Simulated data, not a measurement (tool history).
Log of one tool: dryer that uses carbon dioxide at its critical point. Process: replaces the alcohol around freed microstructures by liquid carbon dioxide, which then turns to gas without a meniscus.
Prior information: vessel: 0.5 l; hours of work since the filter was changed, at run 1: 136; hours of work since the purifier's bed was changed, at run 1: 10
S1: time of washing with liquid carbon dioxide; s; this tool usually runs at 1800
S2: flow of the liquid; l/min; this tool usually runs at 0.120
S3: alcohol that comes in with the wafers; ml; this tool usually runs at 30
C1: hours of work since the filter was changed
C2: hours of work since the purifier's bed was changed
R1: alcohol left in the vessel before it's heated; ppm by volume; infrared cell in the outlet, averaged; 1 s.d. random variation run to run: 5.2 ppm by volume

run	hour	S1	S2	S3	C1	C2	R1
1	0.0	1800	0.120	30	136	10	130
2	5.5	1800	0.120	30	138	13	139
3	15.5	1200	0.120	30	142	17	988
4	21.2	1800	0.120	30	145	19	140
5	27.0	1560	0.120	30	147	22	307
6	36.6	1560	0.120	30	151	26	306
7	43.2	1800	0.079	30	154	29	1242
8	50.4	1800	0.079	30	157	32	1243
9	58.2	2220	0.120	30	161	35	31
10	67.2	2220	0.120	30	164	39	46
11	71.4	2220	0.120	30	166	41	41
12	81.1	2220	0.120	30	170	45	41
13	89.5	2100	0.120	30	174	49	65
14	99.4	2100	0.120	30	178	53	65

Predict the results of run 15:
15	108.7	1080	0.120	23	182	57	?

Run 15 gave R1 1242 ppm by volume.
Take away the tool's hidden state, keep the run-to-run variation as it was, and the same run would have given R1 986 ppm by volume.

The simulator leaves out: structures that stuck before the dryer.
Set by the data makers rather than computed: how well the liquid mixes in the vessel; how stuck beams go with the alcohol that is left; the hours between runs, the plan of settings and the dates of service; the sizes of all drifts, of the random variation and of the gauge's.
